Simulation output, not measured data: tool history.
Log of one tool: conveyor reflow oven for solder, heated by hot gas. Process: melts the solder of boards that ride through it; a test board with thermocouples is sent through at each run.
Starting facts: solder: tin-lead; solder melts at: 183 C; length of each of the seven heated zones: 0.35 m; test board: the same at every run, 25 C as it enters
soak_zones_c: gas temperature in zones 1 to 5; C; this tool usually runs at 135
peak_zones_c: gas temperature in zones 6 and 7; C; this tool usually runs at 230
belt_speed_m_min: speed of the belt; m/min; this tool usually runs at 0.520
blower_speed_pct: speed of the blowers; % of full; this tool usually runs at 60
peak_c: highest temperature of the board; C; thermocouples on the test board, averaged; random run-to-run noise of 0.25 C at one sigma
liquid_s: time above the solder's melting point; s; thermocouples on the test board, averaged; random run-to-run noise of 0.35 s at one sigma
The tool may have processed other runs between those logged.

{"run": 1, "hour": 0.0, "soak_zones_c": 135, "peak_zones_c": 230, "belt_speed_m_min": 0.52, "blower_speed_pct": 60, "peak_c": 208.4, "liquid_s": 49.4}
{"run": 2, "hour": 13.0, "soak_zones_c": 135, "peak_zones_c": 230, "belt_speed_m_min": 0.52, "blower_speed_pct": 60, "peak_c": 208.0, "liquid_s": 49.3}
{"run": 3, "hour": 25.9, "soak_zones_c": 135, "peak_zones_c": 230, "belt_speed_m_min": 0.52, "blower_speed_pct": 60, "peak_c": 207.6, "liquid_s": 49.6}
{"run": 4, "hour": 33.0, "soak_zones_c": 135, "peak_zones_c": 230, "belt_speed_m_min": 0.52, "blower_speed_pct": 60, "peak_c": 208.3, "liquid_s": 49.2}
{"run": 5, "hour": 43.3, "soak_zones_c": 135, "peak_zones_c": 230, "belt_speed_m_min": 0.52, "blower_speed_pct": 60, "peak_c": 208.3, "liquid_s": 49.1}
{"run": 6, "hour": 55.0, "soak_zones_c": 135, "peak_zones_c": 230, "belt_speed_m_min": 0.575, "blower_speed_pct": 60, "peak_c": 204.1, "liquid_s": 39.3}
{"run": 7, "hour": 62.7, "soak_zones_c": 135, "peak_zones_c": 230, "belt_speed_m_min": 0.575, "blower_speed_pct": 60, "peak_c": 204.3, "liquid_s": 39.4}
{"run": 8, "hour": 69.3, "soak_zones_c": 135, "peak_zones_c": 230, "belt_speed_m_min": 0.575, "blower_speed_pct": 60, "peak_c": 203.7, "liquid_s": 39.7}
{"run": 9, "hour": 78.8, "soak_zones_c": 135, "peak_zones_c": 230, "belt_speed_m_min": 0.52, "blower_speed_pct": 60, "peak_c": 207.5, "liquid_s": 49.1}
{"run": 10, "hour": 91.3, "soak_zones_c": 135, "peak_zones_c": 230, "belt_speed_m_min": 0.52, "blower_speed_pct": 60, "peak_c": 208.0, "liquid_s": 48.0}
{"run": 11, "hour": 104.2, "soak_zones_c": 135, "peak_zones_c": 230, "belt_speed_m_min": 0.52, "blower_speed_pct": 60, "peak_c": 207.6, "liquid_s": 48.9}
{"run": 12, "hour": 115.4, "soak_zones_c": 135, "peak_zones_c": 230, "belt_speed_m_min": 0.52, "blower_speed_pct": 60, "peak_c": 207.7, "liquid_s": 49.5}
{"run": 13, "hour": 128.9, "soak_zones_c": 135, "peak_zones_c": 230, "belt_speed_m_min": 0.52, "blower_speed_pct": 60, "peak_c": 207.8, "liquid_s": 48.9}
{"run": 14, "hour": 140.8, "soak_zones_c": 135, "peak_zones_c": 230, "belt_speed_m_min": 0.52, "blower_speed_pct": 60, "peak_c": 208.1, "liquid_s": 49.5}
{"run": 15, "hour": 151.9, "soak_zones_c": 135, "peak_zones_c": 230, "belt_speed_m_min": 0.422, "blower_speed_pct": 60, "peak_c": 214.9, "liquid_s": 71.2}

What does the tool deliver on the next run?
{"run": 16, "hour": 158.0, "soak_zones_c": 135, "peak_zones_c": 230, "belt_speed_m_min": 0.422, "blower_speed_pct": 60, "peak_c": "?", "liquid_s": "?"}

peak_c: 214.5 C
liquid_s: 71.5 s
Minus the tool's unlogged condition, the same run would have read peak_c 214.3 C, liquid_s 71.2 s.

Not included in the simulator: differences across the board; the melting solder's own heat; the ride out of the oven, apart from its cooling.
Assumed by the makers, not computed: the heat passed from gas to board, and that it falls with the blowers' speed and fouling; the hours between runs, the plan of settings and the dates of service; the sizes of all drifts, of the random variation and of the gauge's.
